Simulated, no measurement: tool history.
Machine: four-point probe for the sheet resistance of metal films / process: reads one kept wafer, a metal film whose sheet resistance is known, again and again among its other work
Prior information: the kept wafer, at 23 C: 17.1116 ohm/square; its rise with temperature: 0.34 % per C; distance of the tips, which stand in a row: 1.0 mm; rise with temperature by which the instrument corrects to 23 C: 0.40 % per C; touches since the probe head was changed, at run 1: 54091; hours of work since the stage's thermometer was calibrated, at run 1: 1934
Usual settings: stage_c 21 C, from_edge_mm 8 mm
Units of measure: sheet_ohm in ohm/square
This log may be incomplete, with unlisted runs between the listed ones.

run	hour	stage_c	from_edge_mm	touches since the probe head was changed	hours of work since the stage's thermometer was calibrated	sheet_ohm
1	0	21	8	54091	1934	17.080876
2	52.7	21	8	56852	1966	17.071104
3	94.7	21	8	59057	1991	17.073937
4	140.4	30	8	61450	2019	16.979631
5	191.6	30	8	64133	2050	16.970533
6	240.5	21	8	66699	2079	17.04314
7	297.7	21	54	69696	2114	16.891451
8	335.5	21	54	71678	2137	16.891945
# hour 364.3: new probe head fitted
9	403.3	21	54	2048	2177	17.043771
10	481.8	32	6	6158	2224	17.176928
11	515	32	6	7900	2244	17.163085
12	575.4	25	8	11067	2281	17.122026
13	644.4	34	4	14685	2323	17.433172

Expected results for the next run?
14	694.2	34	4	17295	2353	?

Logged for run 14: sheet_ohm 17.41838 ohm/square.
If the tool had no hidden condition, the same run with the same run-to-run variation would have returned sheet_ohm 17.556397 ohm/square.

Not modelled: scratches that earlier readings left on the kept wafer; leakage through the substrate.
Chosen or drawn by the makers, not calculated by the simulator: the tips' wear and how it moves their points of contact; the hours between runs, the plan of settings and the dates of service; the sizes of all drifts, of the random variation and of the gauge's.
